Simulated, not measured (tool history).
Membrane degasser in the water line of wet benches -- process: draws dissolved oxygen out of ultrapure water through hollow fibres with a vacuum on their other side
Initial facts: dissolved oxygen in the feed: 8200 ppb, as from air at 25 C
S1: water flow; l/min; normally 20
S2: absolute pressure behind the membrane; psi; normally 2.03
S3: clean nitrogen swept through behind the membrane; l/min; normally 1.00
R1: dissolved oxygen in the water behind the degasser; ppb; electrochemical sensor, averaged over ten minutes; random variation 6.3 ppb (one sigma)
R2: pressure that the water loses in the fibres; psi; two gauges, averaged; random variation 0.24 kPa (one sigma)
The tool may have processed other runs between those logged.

Run 1, hour 0.0: usual settings. Result: R1 638.1 ppb, R2 9.071 psi.
Run 2, hour 139.0: usual settings. Result: R1 642.0 ppb, R2 9.101 psi.
Run 3, hour 256.4: usual settings but S1 30 l/min. Result: R1 1138.9 ppb, R2 13.606 psi.
Run 4, hour 359.0: usual settings. Result: R1 656.7 ppb, R2 9.148 psi.
Run 5, hour 505.6: usual settings. Result: R1 643.4 ppb, R2 9.137 psi.
Run 6, hour 571.6: usual settings. Result: R1 640.0 ppb, R2 9.074 psi.
Run 7, hour 637.8: usual settings. Result: R1 642.5 ppb, R2 9.103 psi.
Run 8, hour 747.4: usual settings. Result: R1 637.1 ppb, R2 9.103 psi.
Run 9, hour 878.3: usual settings but S2 4.95 psi. Result: R1 1342.7 ppb, R2 9.139 psi.
Run 10, hour 980.4: usual settings but S2 4.95 psi. Result: R1 1357.2 ppb, R2 9.168 psi.
Run 11, hour 1101.8: usual settings but S2 4.95 psi. Result: R1 1350.4 ppb, R2 9.119 psi.
Run 12, hour 1170.6: usual settings but S1 21 l/min, S2 4.77 psi. Result: R1 1370.1 ppb, R2 9.616 psi.
Run 13, hour 1288.6: usual settings but S1 21 l/min, S2 4.77 psi. Result: R1 1385.5 ppb, R2 9.617 psi.
Run 14, hour 1380.0: usual settings but S2 4.77 psi, S3 0.63 l/min. Result: R1 1785.5 ppb, R2 9.243 psi.
Run 15, hour 1514.8: usual settings but S2 4.77 psi, S3 0.63 l/min. Result: R1 1804.3 ppb, R2 9.221 psi.
Run 16, hour 1640.6: usual settings but S1 19 l/min, S2 4.89 psi, S3 2.16 l/min. Result: R1 755.7 ppb, R2 8.679 psi.
Run 17, hour 1737.0: usual settings but S1 23 l/min, S2 1.97 psi, S3 2.16 l/min. Result: R1 557.0 ppb, R2 10.502 psi.
Run 18, hour 1840.2: usual settings but S2 2.28 psi, S3 0.60 l/min. Result: R1 966.3 ppb, R2 9.233 psi.
Run 19, hour 1913.3: usual settings but S1 13 l/min, S2 2.55 psi, S3 1.23 l/min. Result: R1 389.0 ppb, R2 5.952 psi.
At hour 2015.9: vacuum gauge calibrated.
Run 20, hour 2055.1: usual settings but S2 4.77 psi, S3 0.52 l/min. Result: R1 2039.3 ppb, R2 9.150 psi.

5 options for the next run, each taken on its own from the tool as it stands now. Forecast them:
Run A, hour 2180.7: usual settings but S1 15 l/min. Result: R1 ?, R2 ?.
Run B, hour 2180.7: usual settings but S1 25 l/min, S2 4.96 psi, S3 1.36 l/min. Result: R1 ?, R2 ?.
Run C, hour 2180.7: usual settings but S1 21 l/min, S2 2.13 psi. Result: R1 ?, R2 ?.
Run D, hour 2180.7: usual settings but S1 24 l/min, S2 3.87 psi. Result: R1 ?, R2 ?.
Run E, hour 2180.7: usual settings but S1 24 l/min, S2 4.95 psi, S3 1.31 l/min. Result: R1 ?, R2 ?.

run      R1      R2
  A   430.4   6.995
  B  1422.9  11.488
  C   715.7   9.660
  D  1362.7  11.091
  E  1404.6  11.104
With the hidden condition removed and each run's random variation left untouched, the same runs would have given:
run      R1      R2
  A   416.7   6.811
  B  1390.3  11.182
  C   691.3   9.403
  D  1332.5  10.797
  E  1373.0  10.810
